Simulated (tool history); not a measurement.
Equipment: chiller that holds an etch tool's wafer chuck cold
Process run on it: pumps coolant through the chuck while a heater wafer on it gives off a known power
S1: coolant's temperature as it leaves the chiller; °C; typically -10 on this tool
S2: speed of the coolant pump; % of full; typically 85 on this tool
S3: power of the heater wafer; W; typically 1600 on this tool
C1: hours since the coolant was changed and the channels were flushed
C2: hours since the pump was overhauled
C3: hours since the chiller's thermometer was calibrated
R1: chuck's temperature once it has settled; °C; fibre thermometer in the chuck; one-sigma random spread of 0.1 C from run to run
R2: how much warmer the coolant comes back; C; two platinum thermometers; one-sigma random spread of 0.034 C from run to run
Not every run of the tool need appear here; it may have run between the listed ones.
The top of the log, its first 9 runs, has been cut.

run	day	S1	S2	S3	C1	C2	C3	R1	R2
10	18.412	-10	85	2059	5424	1380	2208	7.0	7.12
11	21.175	-10	64	2059	5491	1446	2274	12.1	9.39
12	22.821	-10	85	1600	5530	1485	2314	3.3	5.53
13	25.500	-10	77	1600	5594	1550	2378	4.7	6.06
14	27.867	-10	86	1600	5651	1606	2435	3.3	5.41
15	29.558	-10	85	1600	5692	1647	2475	3.8	5.49
16	32.638	-10	85	1600	5766	1721	2549	3.7	5.48
# day 33.000: coolant pump overhauled
17	35.475	-10	85	1600	5829	59	2612	3.7	5.58
# day 36.196: coolant changed, channels flushed
# day 39.004: coolant pump overhauled, once more
18	39.004	-1	85	1293	62	0	2686	8.2	4.41
19	40.746	-17	85	2025	104	42	2728	-2.8	6.85
20	43.150	-17	85	2025	162	100	2786	-2.8	6.86
21	45.842	-1	76	1250	226	164	2850	8.8	4.74
22	47.758	-10	79	1600	273	210	2896	2.2	5.86
# day 49.875: chiller's thermometer calibrated
23	49.875	-10	85	918	322	260	0	-3.5	3.12
24	52.671	-10	84	940	389	327	67	-3.2	3.20

Run 25 comes next. What will it give?
25	54.062	-18	93	1600	423	360	100	?	?

R1: -7.8 °C
R2: 4.94 C
On a tool with no hidden condition, and with the same random variation, this run would have come out at R1 -8.1 °C, R2 4.89 C.

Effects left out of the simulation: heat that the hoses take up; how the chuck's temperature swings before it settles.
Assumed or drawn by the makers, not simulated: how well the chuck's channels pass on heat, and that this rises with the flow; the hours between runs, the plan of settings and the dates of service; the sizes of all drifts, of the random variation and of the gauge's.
